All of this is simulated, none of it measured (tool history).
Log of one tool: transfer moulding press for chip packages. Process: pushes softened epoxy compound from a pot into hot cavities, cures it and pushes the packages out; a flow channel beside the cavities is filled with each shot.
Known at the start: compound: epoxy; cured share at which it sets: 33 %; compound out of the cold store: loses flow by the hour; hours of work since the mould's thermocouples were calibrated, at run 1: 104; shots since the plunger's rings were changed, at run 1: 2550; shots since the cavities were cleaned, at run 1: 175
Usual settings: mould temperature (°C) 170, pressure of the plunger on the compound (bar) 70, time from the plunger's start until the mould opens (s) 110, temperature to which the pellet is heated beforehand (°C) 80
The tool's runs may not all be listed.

run   hour  mould temperature (°C)  pressure of the plunger on the compound (bar)  time from the plunger's start until the mould opens (s)  temperature to which the pellet is heated beforehand (°C)  hours of work since the mould's thermocouples were calibrated  shots since the plunger's rings were changed  shots since the cavities were cleaned  incoming compound's hours out of the cold store  length that the compound runs in the flow channel (mm)  greatest force on the pins that push the packages out (N)
  1      0                     170                                             70                                                      110                                                         80                                                            104                                          2550                                    175                                             37.8                                                     766                                                        524
  2    5.4                     170                                             70                                                      106                                                         80                                                            109                                          2618                                    243                                             25.3                                                     791                                                        609
  3   10.6                     170                                             70                                                      110                                                         80                                                            113                                          2684                                    309                                             37.2                                                     768                                                        582
  4   16.4                     166                                             70                                                      110                                                         80                                                            117                                          2758                                    383                                               30                                                     796                                                        750
  5     23                     170                                           63.5                                                      110                                                         80                                                            122                                          2842                                    467                                               19                                                     769                                                        676
  6   34.3                     170                                             70                                                      110                                                         80                                                            131                                          2985                                    610                                             24.2                                                     789                                                        710
  7   39.5                     170                                             70                                                      110                                                         80                                                            135                                          3052                                    677                                             45.9                                                     735                                                        726
        51  -- cavities cleaned with cleaning compound and waxed
  8   51.4                     170                                             70                                                      110                                                         82                                                            143                                          3183                                      5                                             28.7                                                     766                                                        972
  9   60.9                     170                                             70                                                      110                                                         80                                                            151                                          3304                                    126                                             41.9                                                     746                                                        906
      71.7  -- cavities cleaned with cleaning compound and waxed, once more
 10   72.9                     170                                             70                                                      110                                                         80                                                            159                                          3438                                     16                                             43.8                                                     741                                                        410
 11   78.9                     170                                             70                                                      119                                                         80                                                            164                                          3513                                     91                                             12.5                                                     811                                                        448
 12   89.5                     170                                             70                                                      119                                                         80                                                            172                                          3649                                    227                                               43                                                     736                                                        536
 13  101.4                     170                                             70                                                      119                                                         80                                                            181                                          3799                                    377                                             11.2                                                     806                                                        588
 14  110.7                     170                                             70                                                      110                                                         80                                                            189                                          3918                                    496                                             26.9                                                     768                                                        706
 15  116.3                     170                                           55.9                                                       91                                                         87                                                            193                                          3989                                    567                                             27.1                                                     687                                                        964
 16  125.2                     170                                           55.9                                                       91                                                         87                                                            200                                          4101                                    679                                             25.8                                                     687                                                       1040
 17  132.4                     170                                           55.9                                                       91                                                         87                                                            206                                          4194                                    772                                               18                                                     698                                                       1018
     136.2  -- cavities cleaned with cleaning compound and waxed
     143.4  -- plunger's sealing rings changed
 18  148.3                     170                                           55.9                                                       91                                                         87                                                            215                                            63                                    123                                             26.5                                                     734                                                        661
 19  159.4                     166                                           85.6                                                      110                                                         85                                                            224                                           203                                    263                                              8.6                                                     968                                                        709
 20  171.3                     166                                           85.6                                                      110                                                         85                                                            233                                           354                                    414                                             25.2                                                     918                                                        776
 21  178.2                     166                                           85.6                                                      110                                                         85                                                            238                                           442                                    502                                             35.4                                                     891                                                        856
 22  184.6                     166                                             62                                                      110                                                         82                                                            243                                           524                                    584                                             24.8                                                     782                                                        899
 23  192.6                     170                                           80.7                                                      111                                                         74                                                            250                                           625                                    685                                             36.6                                                     853                                                        739
 24  198.5                     170                                           68.5                                                       92                                                         74                                                            254                                           699                                    759                                             13.8                                                     826                                                       1075
     203.7  -- cavities cleaned with cleaning compound and waxed
 25  207.5                     170                                           82.7                                                      143                                                         73                                                            260                                           795                                     48                                             27.2                                                     879                                                        394
 26  215.3                     176                                             70                                                      144                                                         88                                                            266                                           894                                    147                                             21.5                                                     813                                                        442
 27  222.9                     166                                             79                                                      144                                                         88                                                            272                                           991                                    244                                             23.5                                                     878                                                        521
 28  229.5                     172                                           64.7                                                      137                                                         73                                                            277                                          1075                                    328                                             17.2                                                     797                                                        540

Forecast each of these 4 alternatives for the next run:
  A  237.6                     170                                             58                                                      110                                                         75                                                            284                                          1177                                    430                                             35.4                                                       ?                                                          ?
  B  237.6                     168                                           64.7                                                      113                                                         72                                                            284                                          1177                                    430                                             16.2                                                       ?                                                          ?
  C  237.6                     168                                           61.2                                                      137                                                         82                                                            284                                          1177                                    430                                             31.1                                                       ?                                                          ?
  D  237.6                     165                                           64.7                                                      137                                                         73                                                            284                                          1177                                    430                                             19.7                                                       ?                                                          ?

run  length that the compound runs in the flow channel (mm)  greatest force on the pins that push the packages out (N)
  A                                                     725                                                        687
  B                                                     805                                                        722
  C                                                     758                                                        609
  D                                                     799                                                        645
Without the tool's hidden state the same runs would have given:
run  length that the compound runs in the flow channel (mm)  greatest force on the pins that push the packages out (N)
  A                                                     741                                                        405
  B                                                     823                                                        421
  C                                                     774                                                        363
  D                                                     816                                                        377
